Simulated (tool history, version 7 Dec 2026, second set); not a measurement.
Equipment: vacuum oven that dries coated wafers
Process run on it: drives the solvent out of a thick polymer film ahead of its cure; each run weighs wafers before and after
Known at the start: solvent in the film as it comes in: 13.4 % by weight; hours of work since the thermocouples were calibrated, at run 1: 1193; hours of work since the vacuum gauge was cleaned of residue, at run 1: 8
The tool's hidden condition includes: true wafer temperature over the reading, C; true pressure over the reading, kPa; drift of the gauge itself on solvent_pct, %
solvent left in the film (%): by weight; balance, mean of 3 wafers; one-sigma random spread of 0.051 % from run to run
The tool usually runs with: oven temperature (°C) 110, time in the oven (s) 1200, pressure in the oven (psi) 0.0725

run   hour  oven temperature (°C)  time in the oven (s)  pressure in the oven (psi)  hours of work since the thermocouples were calibrated  hours of work since the vacuum gauge was cleaned of residue  solvent left in the film (%)
  1    0.0                    110                  1200                      0.0725                                                   1193                                                            8                          1.35
  2    7.3                    110                  1200                      0.0631                                                   1196                                                           11                          1.26
  3   18.6                    110                  1200                      0.0631                                                   1201                                                           16                          1.26
  4   29.1                    110                  1200                      0.0532                                                   1206                                                           20                          1.20
  5   47.0                    110                   840                      0.0725                                                   1213                                                           28                          2.33
  6   63.4                    110                   840                      0.0725                                                   1220                                                           35                          2.28
  7   74.4                    110                   840                      0.0725                                                   1225                                                           40                          2.36
  8   85.0                    110                  1200                      0.0725                                                   1230                                                           44                          1.28
  9  102.6                    110                  1200                      0.0725                                                   1237                                                           52                          1.31
 10  110.3                    110                  1680                      0.0725                                                   1240                                                           55                          0.78
 11  126.0                    110                  1680                      0.0725                                                   1247                                                           62                          0.81
 12  140.9                    110                  1680                      0.0725                                                   1254                                                           68                          0.79
 13  152.7                    110                  1680                      0.0725                                                   1259                                                           73                          0.85
 14  169.6                    110                  1680                      0.0725                                                   1266                                                           81                          0.74
 15  186.5                    123                  1200                      0.0725                                                   1273                                                           88                          0.53
 16  200.9                    123                  1200                      0.0725                                                   1279                                                           94                          0.47
 17  210.9                    123                  1200                      0.0725                                                   1283                                                           98                          0.44
 18  220.2                    117                  1200                      0.1214                                                   1287                                                          102                          1.08
     223.2  -- oven's thermocouples calibrated
 19  232.6                    110                   960                      0.0725                                                      4                                                          107                          2.05
 20  247.7                    109                  1200                      0.0408                                                     11                                                          113                          1.47
 21  258.2                    109                  1200                      0.0408                                                     15                                                          118                          1.29
 22  268.7                    103                  1980                      0.1146                                                     20                                                          122                          1.47
 23  283.7                    114                  1440                      0.2569                                                     26                                                          129                          1.71
 24  292.1                    114                  1440                      0.2569                                                     30                                                          132                          1.78
 25  307.8                    110                  1560                      0.0641                                                     36                                                          139                          0.91
     314.6  -- oven's thermocouples calibrated, once more
 26  317.6                    110                  1680                      0.2864                                                      1                                                          142                          1.75
 27  327.7                    110                  1200                      0.0989                                                      6                                                          147                          1.08
 28  342.8                     98                   600                      0.0511                                                     12                                                          153                          4.68
 29  355.9                     98                   600                      0.0511                                                     18                                                          159                          4.67
 30  365.2                     98                   600                      0.0511                                                     22                                                          163                          4.84
 31  382.3                    106                  1860                      0.0656                                                     29                                                          170                          0.66
 32  390.3                    106                  1200                      0.0442                                                     32                                                          173                          1.27
 33  403.5                    113                  1200                      0.1553                                                     38                                                          179                          1.16

Alternative continuations, all from the tool just after run 33; predict every row:
  A  418.1                    117                  1200                      0.1553                                                     44                                                          185                             ?
  B  418.1                    110                  1200                      0.0419                                                     44                                                          185                             ?
  C  418.1                    123                  1140                      0.2122                                                     44                                                          185                             ?

run  solvent left in the film (%)
  A                          0.93
  B                          0.91
  C                          1.02
Stripped of hidden state, with their random variation kept, the same runs would have yielded:
run  solvent left in the film (%)
  A                          0.91
  B                          0.88
  C                          1.00
